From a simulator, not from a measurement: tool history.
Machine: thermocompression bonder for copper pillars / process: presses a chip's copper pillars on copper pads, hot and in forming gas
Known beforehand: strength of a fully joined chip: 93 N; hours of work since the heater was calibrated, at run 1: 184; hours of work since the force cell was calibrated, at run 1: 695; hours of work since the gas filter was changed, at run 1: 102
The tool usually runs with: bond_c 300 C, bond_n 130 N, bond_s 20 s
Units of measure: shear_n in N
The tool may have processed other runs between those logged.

run,day,bond_c,bond_n,bond_s,hours of work since the heater was calibrated,hours of work since the force cell was calibrated,hours of work since the gas filter was changed,shear_n
1,0.000,300,130,20,184,695,102,53.0
2,1.912,300,130,20,203,714,121,53.1
3,4.179,300,190,20,226,736,144,63.5
4,5.629,300,130,20,240,751,159,53.7
5,7.829,300,130,20,262,773,181,54.4
6,9.658,300,130,20,281,791,199,53.5
7,11.158,300,130,20,296,806,214,54.1
8,13.342,300,131,20,317,828,236,54.5
9,15.500,300,131,20,339,850,257,54.4
10,17.292,300,131,20,357,868,275,54.9
11,20.008,300,79,20,384,895,302,43.3
12,22.050,300,130,20,404,915,323,55.1
13,23.867,300,130,20,423,933,341,54.4
14,25.979,271,130,20,444,954,362,39.9
15,27.408,271,127,20,458,969,376,38.9
# day 27.738: heater calibrated with a thermocouple chip
16,28.942,300,130,20,12,983,391,55.1
17,30.754,300,130,20,30,1001,409,55.1
18,33.033,300,130,20,53,1024,432,55.7
# day 34.042: forming gas filter changed
# day 34.246: heater calibrated with a thermocouple chip, once more
19,34.583,300,130,20,3,1038,5,52.8
20,36.321,279,125,13,21,1056,22,34.9
21,38.638,276,99,10,44,1079,45,25.9
22,41.300,324,130,20,70,1106,72,64.5
23,43.108,302,100,12,89,1124,90,39.8
24,44.558,287,187,20,103,1138,104,54.7
25,46.400,311,111,42,121,1157,123,67.0
26,48.592,282,187,13,143,1178,145,44.3
27,50.358,282,187,13,161,1196,162,44.8
# day 52.129: force cell calibrated
28,52.921,328,113,33,186,8,187,72.9
29,54.058,271,80,26,197,19,199,32.0
30,55.238,271,80,26,209,31,210,33.9
31,56.450,288,139,12,221,43,223,41.9
32,59.179,278,102,15,249,70,250,34.6
33,61.533,300,141,12,272,94,273,48.3
34,62.854,300,141,12,285,107,287,48.1
35,64.204,295,80,24,299,121,300,43.9
36,65.525,300,130,20,312,134,313,55.6
37,67.700,300,174,20,334,156,335,62.1

5 ways to go on from here, each from the tool as it stands after run 37. What would each give?
A,70.212,288,87,20,359,181,360,?
B,70.212,328,174,20,359,181,360,?
C,70.212,288,84,20,359,181,360,?
D,70.212,286,174,31,359,181,360,?
E,70.212,300,97,23,359,181,360,?

run,shear_n
A,40.9
B,74.8
C,39.0
D,62.4
E,51.2
The same runs, with their run-to-run variation unchanged, on a tool lacking any hidden condition would have given:
run,shear_n
A,39.2
B,74.8
C,37.3
D,61.0
E,49.7
